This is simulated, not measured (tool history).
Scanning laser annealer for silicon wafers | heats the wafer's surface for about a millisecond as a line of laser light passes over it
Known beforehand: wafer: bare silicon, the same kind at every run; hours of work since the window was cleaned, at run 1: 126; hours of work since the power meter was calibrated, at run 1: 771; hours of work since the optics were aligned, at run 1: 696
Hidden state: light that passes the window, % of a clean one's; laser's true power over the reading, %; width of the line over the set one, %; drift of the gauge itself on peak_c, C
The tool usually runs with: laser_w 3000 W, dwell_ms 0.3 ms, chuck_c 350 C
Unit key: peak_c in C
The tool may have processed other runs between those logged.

run	hour	laser_w	dwell_ms	chuck_c	hours of work since the window was cleaned	hours of work since the power meter was calibrated	hours of work since the optics were aligned	peak_c
1	0	3000	0.3	350	126	771	696	1041
2	21.8	3000	0.3	350	139	784	709	1041
3	41	3000	0.3	350	151	796	720	1040
4	77	3000	0.3	350	172	817	742	1038
5	95.2	3000	0.263	350	183	828	752	995
6	134.2	3000	0.263	350	206	851	776	990
7	161.2	2924	0.263	350	222	867	792	973
8	194.6	2924	0.263	350	242	887	812	973
9	232.4	2924	0.263	350	264	909	834	970
10	269.8	3000	0.3	350	287	932	856	1034
11	286.2	3000	0.3	350	296	941	866	1032
12	308.4	3000	0.219	350	310	955	879	934
13	342.1	3000	0.3	350	330	975	899	1027
# hour 346.1: window over the wafer cleaned
14	364.4	3000	0.3	350	11	987	911	1025
15	387.1	3000	0.3	350	24	1000	925	1028
16	409.3	3000	0.3	350	38	1013	938	1026
17	433.6	3000	0.3	350	52	1028	952	1024
18	468.7	3000	0.3	373	73	1049	973	1049
19	493.4	3000	0.3	373	88	1063	988	1045
20	515.3	3000	0.3	371	101	1076	1001	1045
21	541.4	3000	0.33	350	116	1092	1017	1052
# hour 556.7: window over the wafer cleaned, once more
# hour 575.2: optics aligned, line set to its width
22	576.6	2631	0.319	350	9	1109	1	967
23	595.2	2788	0.227	332	20	1120	12	891
24	630.4	2788	0.227	332	41	1141	33	889
25	648.5	2788	0.352	328	52	1151	44	1021
26	665.2	2759	0.263	376	62	1161	53	964
27	688.2	2759	0.263	376	75	1175	67	969
28	713	2843	0.274	349	90	1190	82	973
29	747	2843	0.274	354	110	1210	102	977
30	785.4	2825	0.274	354	133	1233	125	971
31	803.7	2825	0.274	354	144	1244	136	970
32	827.3	2825	0.274	354	158	1258	150	973
33	851.7	3242	0.362	389	172	1272	164	1231
34	871.8	2603	0.225	389	184	1284	176	894
35	889.8	2603	0.225	389	195	1295	187	891
36	927.8	2603	0.225	389	218	1318	210	888
37	963.7	2721	0.287	389	239	1339	231	986
38	983.6	2721	0.287	389	251	1351	243	984

Predict the results of run 39:
39	1010.5	2721	0.287	389	267	1367	259	?

{"run 39": {"peak_c": 986}}
With no hidden state in the tool, this same run would have given peak_c 1002 C.

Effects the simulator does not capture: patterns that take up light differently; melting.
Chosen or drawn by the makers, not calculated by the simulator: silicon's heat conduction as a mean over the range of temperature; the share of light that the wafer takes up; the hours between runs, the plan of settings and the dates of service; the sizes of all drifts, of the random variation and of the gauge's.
